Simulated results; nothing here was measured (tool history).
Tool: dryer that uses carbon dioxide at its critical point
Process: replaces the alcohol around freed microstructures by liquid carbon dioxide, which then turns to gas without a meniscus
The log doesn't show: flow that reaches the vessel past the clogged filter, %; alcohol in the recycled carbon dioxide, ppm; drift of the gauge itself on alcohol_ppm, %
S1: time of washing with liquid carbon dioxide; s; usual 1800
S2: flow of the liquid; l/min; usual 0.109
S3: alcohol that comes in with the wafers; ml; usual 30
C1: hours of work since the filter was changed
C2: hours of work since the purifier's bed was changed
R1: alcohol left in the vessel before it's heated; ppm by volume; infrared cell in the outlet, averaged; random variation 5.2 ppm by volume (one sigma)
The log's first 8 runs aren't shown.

run 9 hour=66.8 | S1=1800 S2=0.11 S3=30 | C1=43 C2=68 | R1=104
run 10 hour=76.2 | S1=1800 S2=0.11 S3=30 | C1=48 C2=73 | R1=108
run 11 hour=90.5 | S1=1800 S2=0.11 S3=30 | C1=55 C2=80 | R1=119
run 12 hour=102 | S1=1800 S2=0.11 S3=30 | C1=62 C2=87 | R1=111
run 13 hour=110.3 | S1=1680 S2=0.109 S3=30 | C1=66 C2=91 | R1=167
run 14 hour=118.2 | S1=1680 S2=0.109 S3=30 | C1=70 C2=95 | R1=165
run 15 hour=130.8 | S1=1680 S2=0.109 S3=30 | C1=77 C2=102 | R1=175
run 16 hour=139.4 | S1=1680 S2=0.109 S3=30 | C1=82 C2=107 | R1=182
run 17 hour=147.3 | S1=1680 S2=0.109 S3=30 | C1=86 C2=111 | R1=179
run 18 hour=160.4 | S1=1800 S2=0.109 S3=65 | C1=93 C2=118 | R1=259
run 19 hour=171.5 | S1=1800 S2=0.109 S3=30 | C1=99 C2=124 | R1=121
run 20 hour=181.1 | S1=1800 S2=0.109 S3=30 | C1=104 C2=129 | R1=133
run 21 hour=187.1 | S1=2460 S2=0.109 S3=30 | C1=107 C2=132 | R1=36
run 22 hour=194.9 | S1=2460 S2=0.109 S3=30 | C1=111 C2=136 | R1=42
run 23 hour=202.5 | S1=1320 S2=0.109 S3=30 | C1=116 C2=140 | R1=605
run 24 hour=213.5 | S1=1500 S2=0.109 S3=30 | C1=121 C2=146 | R1=331
run 25 hour=221.2 | S1=1560 S2=0.135 S3=115 | C1=126 C2=150 | R1=292
run 26 hour=231.3 | S1=2700 S2=0.082 S3=93 | C1=131 C2=156 | R1=182
run 27 hour=241.6 | S1=2700 S2=0.082 S3=93 | C1=137 C2=161 | R1=185
run 28 hour=249.3 | S1=2700 S2=0.082 S3=93 | C1=141 C2=166 | R1=176
run 29 hour=259.8 | S1=2700 S2=0.082 S3=93 | C1=146 C2=171 | R1=186
run 30 hour=268.1 | S1=1320 S2=0.18 S3=61 | C1=151 C2=176 | R1=78
run 31 hour=281.7 | S1=1800 S2=0.104 S3=101 | C1=158 C2=183 | R1=546

Forecast run 32:
run 32 hour=294.5 | S1=1380 S2=0.104 S3=65 | C1=165 C2=190 | R1=?

R1: 1377 ppm by volume
Without the tool's hidden state the same run would have given R1 1190 ppm by volume.
